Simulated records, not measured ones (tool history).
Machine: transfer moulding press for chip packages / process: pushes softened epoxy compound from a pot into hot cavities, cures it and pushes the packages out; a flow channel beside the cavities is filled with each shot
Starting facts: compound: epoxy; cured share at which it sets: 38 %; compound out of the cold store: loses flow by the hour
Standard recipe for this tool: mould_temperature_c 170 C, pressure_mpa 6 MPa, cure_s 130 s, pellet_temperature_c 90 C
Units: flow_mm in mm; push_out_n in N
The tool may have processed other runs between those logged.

run	hour	mould_temperature_c	pressure_mpa	cure_s	pellet_temperature_c	incoming compound's hours out of the cold store	flow_mm	push_out_n
1	0	170	6	130	90	12.8	1029	408
2	5.3	170	6	130	90	47.2	915	375
3	14.2	170	6	130	90	34.2	953	406
4	22.9	170	6	131	90	19.9	1002	413
5	30.2	170	5.55	130	90	29.9	932	425
6	38.3	170	5.55	130	90	8.2	1000	453
7	47.8	170	5.55	130	90	22.3	952	443
8	57.5	170	5.55	130	90	44.3	884	413
# hour 62.1: cavities cleaned with cleaning compound and waxed
9	64.4	170	5.55	130	90	33.5	916	292
10	69	170	6	130	96	15	1018	325
11	77.2	170	6	130	96	10	1027	340
12	84.4	170	6	130	90	21.4	988	333
13	93.1	170	6	130	90	46.6	906	328
14	99.4	170	6	130	90	38.4	932	334
# hour 102.3: mould's thermocouples calibrated
15	110.1	171	4.61	115	90	29.1	837	460
16	120.6	171	7.3	145	90	41.6	1010	321
17	125.6	171	7.3	145	90	34.5	1036	308
18	134.8	171	7.3	145	90	8.1	1130	344
19	139.6	171	7.3	145	90	25.7	1064	350
20	146.7	171	7.3	145	90	9.1	1128	353

Run 21 has not been measured yet. What should we expect?
21	153.7	170	4.79	130	84	42.3	?	?

{"run 21": {"flow_mm": 818, "push_out_n": 437}}
Were there no unlogged condition in the tool, this run, its random variation unchanged, would have produced flow_mm 834 mm, push_out_n 279 N.
